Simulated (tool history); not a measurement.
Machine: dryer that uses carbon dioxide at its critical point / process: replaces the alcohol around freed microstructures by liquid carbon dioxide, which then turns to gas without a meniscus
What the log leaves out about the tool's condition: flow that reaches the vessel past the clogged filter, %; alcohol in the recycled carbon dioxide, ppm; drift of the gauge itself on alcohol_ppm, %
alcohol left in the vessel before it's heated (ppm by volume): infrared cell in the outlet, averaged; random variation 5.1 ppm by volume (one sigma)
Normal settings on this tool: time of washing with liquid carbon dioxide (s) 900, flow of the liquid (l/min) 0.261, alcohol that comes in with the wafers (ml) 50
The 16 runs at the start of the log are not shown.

run   hour  time of washing with liquid carbon dioxide (s)  flow of the liquid (l/min)  alcohol that comes in with the wafers (ml)  hours of work since the filter was changed  hours of work since the purifier's bed was changed  alcohol left in the vessel before it's heated (ppm by volume)
 17    131                                             900                       0.261                                          50                                          41                                                 139                                                            101
 18  141.5                                             540                       0.261                                          50                                          49                                                 148                                                           1088
 19  151.8                                             780                       0.261                                          50                                          57                                                 156                                                            200
 20    157                                             540                       0.261                                          81                                          61                                                 160                                                           1756
 21    162                                            1320                       0.338                                          60                                          65                                                 164                                                             67
 22  171.9                                            1320                       0.338                                          60                                          73                                                 171                                                             63
 23  182.1                                             900                       0.261                                          22                                          81                                                 179                                                             96
 24  187.7                                             900                        0.18                                          50                                          85                                                 184                                                            555
 25  192.4                                             780                        0.18                                          50                                          89                                                 187                                                           1042
 26  198.8                                            1320                       0.172                                          27                                          94                                                 192                                                            110
 27  206.4                                            1200                       0.277                                          43                                         100                                                 198                                                             74
 28  217.5                                            1200                       0.277                                          43                                         108                                                 207                                                             82
 29  225.5                                            1200                       0.277                                          43                                         114                                                 213                                                             83
 30  230.6                                            1020                       0.235                                          50                                         118                                                 217                                                            125
 31  235.4                                            1260                       0.261                                          25                                         122                                                 221                                                             78
 32    243                                             900                       0.434                                          50                                         128                                                 227                                                             85
 33  249.1                                             900                       0.401                                          50                                         133                                                 232                                                             81
 34  258.5                                             900                       0.226                                          46                                         140                                                 239                                                            219
 35  265.4                                            1440                       0.242                                          59                                         146                                                 244                                                             97
 36  270.9                                             660                       0.261                                          45                                         150                                                 249                                                            464
 37    276                                             660                       0.261                                          45                                         154                                                 253                                                            482

Each row is a separate what-if for the run after 37, all from the same tool condition, not one after another. Results?
  A  285.5                                             540                       0.187                                          62                                         161                                                 260                                                              ?
  B  285.5                                            1260                       0.322                                          30                                         161                                                 260                                                              ?
  C  285.5                                             960                       0.257                                          54                                         161                                                 260                                                              ?

run  alcohol left in the vessel before it's heated (ppm by volume)
  A                                                           4851
  B                                                             98
  C                                                            142
With the hidden condition removed and each run's random variation left untouched, the same runs would have given:
run  alcohol left in the vessel before it's heated (ppm by volume)
  A                                                           4290
  B                                                              2
  C                                                             38
